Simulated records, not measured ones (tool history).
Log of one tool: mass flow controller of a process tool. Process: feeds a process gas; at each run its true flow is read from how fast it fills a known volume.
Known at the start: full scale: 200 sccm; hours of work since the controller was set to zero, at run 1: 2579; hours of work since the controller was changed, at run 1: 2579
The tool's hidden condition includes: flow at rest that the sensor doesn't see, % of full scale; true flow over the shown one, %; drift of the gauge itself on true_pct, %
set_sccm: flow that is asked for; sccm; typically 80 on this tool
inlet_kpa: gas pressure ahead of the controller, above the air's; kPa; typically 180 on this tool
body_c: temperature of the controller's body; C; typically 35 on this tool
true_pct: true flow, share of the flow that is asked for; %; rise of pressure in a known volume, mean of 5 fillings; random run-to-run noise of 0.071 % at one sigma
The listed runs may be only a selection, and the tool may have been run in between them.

run,hour,set_sccm,inlet_kpa,body_c,hours of work since the controller was set to zero,hours of work since the controller was changed,true_pct
1,0.0,80,180,35,2579,2579,99.78
2,119.4,80,180,35,2667,2667,99.75
3,215.4,80,180,35,2738,2738,99.78
4,278.1,80,149,35,2784,2784,99.91
5,334.2,80,149,35,2825,2825,100.02
6,383.3,80,180,35,2861,2861,99.78
7,499.4,114,180,35,2947,2947,99.86
8,617.5,80,180,35,3033,3033,99.75
9,665.8,80,152,35,3069,3069,99.83
10,735.8,80,152,35,3121,3121,99.98
11,802.4,80,152,35,3170,3170,99.86
12,915.3,80,180,35,3253,3253,99.62
13,995.8,182,169,20,3312,3312,99.43
14,1079.4,20,215,23,3373,3373,101.23
15,1190.4,20,215,23,3455,3455,101.27
16,1273.9,20,154,23,3516,3516,101.51
17,1392.8,80,180,39,3604,3604,99.90
18,1471.8,80,180,39,3662,3662,99.94
19,1521.1,34,174,30,3698,3698,100.60

Run 20 is up next; what results do you expect?
20,1580.8,30,186,31,3742,3742,?

true_pct: 100.73 %
Take away the tool's hidden state, keep the run-to-run variation as it was, and the same run would have given true_pct 99.26 %.
